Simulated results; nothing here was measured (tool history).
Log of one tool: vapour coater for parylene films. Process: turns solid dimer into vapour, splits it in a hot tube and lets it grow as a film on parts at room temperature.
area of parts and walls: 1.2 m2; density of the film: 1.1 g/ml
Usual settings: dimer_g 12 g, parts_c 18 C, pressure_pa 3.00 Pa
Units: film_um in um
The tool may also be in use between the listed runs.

run 1 day=0.000 | dimer_g=12 parts_c=18 pressure_pa=3.00 | film_um=7.03
run 2 day=3.250 | dimer_g=12 parts_c=18 pressure_pa=3.00 | film_um=6.87
run 3 day=6.379 | dimer_g=15 parts_c=18 pressure_pa=3.00 | film_um=8.44
run 4 day=8.858 | dimer_g=15 parts_c=11 pressure_pa=3.00 | film_um=10.75
run 5 day=12.079 | dimer_g=15 parts_c=11 pressure_pa=3.00 | film_um=10.48
run 6 day=14.388 | dimer_g=15 parts_c=27 pressure_pa=3.00 | film_um=7.56
run 7 day=16.979 | dimer_g=15 parts_c=27 pressure_pa=3.00 | film_um=7.28
run 8 day=19.208 | dimer_g=15 parts_c=27 pressure_pa=3.00 | film_um=7.27
run 9 day=21.908 | dimer_g=15 parts_c=27 pressure_pa=3.00 | film_um=7.16
run 10 day=25.421 | dimer_g=15 parts_c=27 pressure_pa=3.00 | film_um=7.58
run 11 day=27.654 | dimer_g=15 parts_c=27 pressure_pa=3.00 | film_um=7.60
run 12 day=29.800 | dimer_g=17 parts_c=18 pressure_pa=3.00 | film_um=10.25
run 13 day=32.704 | dimer_g=17 parts_c=18 pressure_pa=3.00 | film_um=10.00
run 14 day=35.383 | dimer_g=17 parts_c=18 pressure_pa=3.00 | film_um=9.76
run 15 day=38.188 | dimer_g=12 parts_c=18 pressure_pa=9.80 | film_um=5.60
run 16 day=41.454 | dimer_g=12 parts_c=18 pressure_pa=11.55 | film_um=5.31
run 17 day=43.438 | dimer_g=12 parts_c=18 pressure_pa=11.55 | film_um=5.89
run 18 day=46.979 | dimer_g=10 parts_c=26 pressure_pa=9.40 | film_um=4.35
run 19 day=49.446 | dimer_g=10 parts_c=26 pressure_pa=9.40 | film_um=4.20
run 20 day=52.946 | dimer_g=20 parts_c=18 pressure_pa=2.76 | film_um=11.77
run 21 day=56.475 | dimer_g=20 parts_c=18 pressure_pa=2.76 | film_um=11.42
run 22 day=58.225 | dimer_g=10 parts_c=18 pressure_pa=3.00 | film_um=5.69
run 23 day=59.892 | dimer_g=10 parts_c=18 pressure_pa=3.00 | film_um=5.60
run 24 day=63.454 | dimer_g=12 parts_c=24 pressure_pa=4.37 | film_um=6.05
run 25 day=66.858 | dimer_g=12 parts_c=24 pressure_pa=4.37 | film_um=5.94
run 26 day=69.267 | dimer_g=12 parts_c=14 pressure_pa=2.82 | film_um=7.73
run 27 day=71.242 | dimer_g=12 parts_c=14 pressure_pa=2.82 | film_um=7.62
run 28 day=73.221 | dimer_g=5 parts_c=28 pressure_pa=2.22 | film_um=2.50
run 29 day=76.625 | dimer_g=5 parts_c=28 pressure_pa=2.22 | film_um=2.44
run 30 day=79.712 | dimer_g=12 parts_c=29 pressure_pa=3.00 | film_um=5.90
run 31 day=81.467 | dimer_g=12 parts_c=29 pressure_pa=3.00 | film_um=5.99
run 32 day=83.362 | dimer_g=12 parts_c=29 pressure_pa=3.00 | film_um=5.83
run 33 day=86.762 | dimer_g=9 parts_c=28 pressure_pa=3.00 | film_um=4.43

Not shown: 6 entries that the log had between the listed runs. Between which runs, and how does the tool's hidden state differ before and after?
Between runs 3 and 4: trap's valve overhauled (day 7.029)
  vapour lost through the trap's worn valve, %: 9.7 -> 1.1
  measured less the result without the state, film_um: -0.82 -> -0.03 um
Between runs 9 and 10: trap's valve overhauled (day 25.138); table's thermometer calibrated (day 25.179)
  vapour lost through the trap's worn valve, %: 8.4 -> 0.4; true temperature of the parts over the reading, C: -0.5 -> -0.07
  measured less the result without the state, film_um: -0.59 -> -0.02 um
Between runs 16 and 17: trap's valve overhauled (day 43.171)
  vapour lost through the trap's worn valve, %: 9.4 -> 0.4; true temperature of the parts over the reading, C: -0.12 -> -0.13
  measured less the result without the state, film_um: -0.54 -> -0.01 um
Between runs 23 and 24: trap's valve overhauled (day 61.262)
  vapour lost through the trap's worn valve, %: 9.4 -> 1.4; true temperature of the parts over the reading, C: -0.18 -> -0.19
  measured less the result without the state, film_um: -0.56 -> -0.06 um
Between runs 29 and 30: trap's valve overhauled (day 79.321)
  vapour lost through the trap's worn valve, %: 8.7 -> 0.6; true temperature of the parts over the reading, C: -0.23 -> -0.24
  measured less the result without the state, film_um: -0.22 -> -0.01 um
